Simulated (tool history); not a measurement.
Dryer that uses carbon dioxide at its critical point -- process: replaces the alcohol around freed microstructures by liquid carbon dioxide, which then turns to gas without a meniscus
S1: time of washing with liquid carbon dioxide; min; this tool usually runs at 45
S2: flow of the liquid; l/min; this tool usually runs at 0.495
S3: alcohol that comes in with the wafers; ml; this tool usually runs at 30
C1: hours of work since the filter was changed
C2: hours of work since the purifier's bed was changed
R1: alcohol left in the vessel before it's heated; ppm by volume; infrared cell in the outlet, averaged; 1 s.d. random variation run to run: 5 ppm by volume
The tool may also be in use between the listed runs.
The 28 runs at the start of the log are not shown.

run   hour  S1     S2   S3   C1   C2    R1
 29  178.8  31  0.380   79  130  218  1585
 30  187.2  49  0.361   79  136  223   482
 31  195.3  49  0.702   31  141  228    37
 32  204.2  38  0.495   79  146  234   390
 33  211.8  45  0.350   30  151  238   296
 34  218.9  48  0.495  105  155  242   215
 35  225.6  48  0.495  105  159  247   217
 36  233.2  48  0.495  105  164  251   222
 37  241.4  45  0.495   25  168  256    99
 38  245.7  45  0.495   25  171  259    91
 39  250.8  52  0.487   89  174  262   157
     252.9  -- inlet filter changed
 40  258.7  64  0.774   64    4  266    35
 41  266.8  38  0.794   22    8  271    48
 42  274.4  38  0.794   22   13  276    40
 43  281.3  38  0.794   39   17  280    43
 44  289.6  45  0.495   57   22  285   102
 45  297.1  34  0.394   22   27  289   264
 46  302.8  34  0.394   22   30  293   275

Forecast each of these 5 alternatives for the next run:
  A  307.4  40  0.662  68  33  296   ?
  B  307.4  34  0.727  22  33  296   ?
  C  307.4  34  0.511  22  33  296   ?
  D  307.4  65  0.365  51  33  296   ?
  E  307.4  44  0.340  76  33  296   ?

run   R1
  A   65
  B   61
  C  128
  D   89
  E  585
What these runs would have given with no unlogged condition in the tool:
run   R1
  A   26
  B   25
  C   83
  D   47
  E  491

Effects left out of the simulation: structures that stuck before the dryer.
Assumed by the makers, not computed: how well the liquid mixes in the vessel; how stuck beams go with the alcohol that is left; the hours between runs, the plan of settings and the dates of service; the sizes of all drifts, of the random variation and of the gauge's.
